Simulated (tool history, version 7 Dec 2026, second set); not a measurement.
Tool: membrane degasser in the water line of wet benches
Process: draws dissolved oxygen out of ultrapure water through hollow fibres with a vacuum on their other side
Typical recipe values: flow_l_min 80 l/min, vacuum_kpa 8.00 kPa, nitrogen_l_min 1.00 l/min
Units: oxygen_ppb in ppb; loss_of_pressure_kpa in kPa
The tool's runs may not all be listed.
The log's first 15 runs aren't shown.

run,hour,flow_l_min,vacuum_kpa,nitrogen_l_min,oxygen_ppb,loss_of_pressure_kpa
16,790.9,109,8.14,2.61,530.2,90.73
17,825.9,109,8.14,2.61,531.2,90.28
18,878.5,109,8.14,2.61,536.1,90.22
19,933.6,127,16.59,0.71,2480.6,104.96
20,981.1,127,9.97,0.71,1485.6,105.42
21,1056.9,97,6.17,0.96,579.4,80.36
22,1110.1,64,6.17,0.96,402.8,53.02
23,1170.0,64,5.42,0.96,317.4,52.88
24,1204.3,64,5.42,0.96,316.7,53.09
25,1235.2,81,8.00,1.00,699.1,66.83
26,1303.7,81,8.00,1.00,696.0,67.25
27,1344.1,81,8.00,1.00,693.0,67.33
28,1385.3,49,4.82,1.59,136.4,40.46
29,1453.6,80,11.78,1.95,729.3,66.89
30,1487.3,110,8.00,1.00,896.6,91.78
31,1551.4,63,5.18,2.94,139.8,52.75
32,1604.1,69,10.31,0.69,1070.3,57.18

Branching from run 32: 4 alternative next runs. What would each branch give?
A,1661.8,69,15.47,3.00,?,?
B,1661.8,109,9.52,0.64,?,?
C,1661.8,69,8.53,0.53,?,?
D,1661.8,104,18.60,1.21,?,?

run,oxygen_ppb,loss_of_pressure_kpa
A,634.4,57.48
B,1347.0,90.80
C,978.2,57.28
D,1938.0,86.86
With no hidden state in the tool, these same runs would have given:
run,oxygen_ppb,loss_of_pressure_kpa
A,620.2,56.71
B,1302.6,89.57
C,940.1,56.51
D,1911.3,85.69

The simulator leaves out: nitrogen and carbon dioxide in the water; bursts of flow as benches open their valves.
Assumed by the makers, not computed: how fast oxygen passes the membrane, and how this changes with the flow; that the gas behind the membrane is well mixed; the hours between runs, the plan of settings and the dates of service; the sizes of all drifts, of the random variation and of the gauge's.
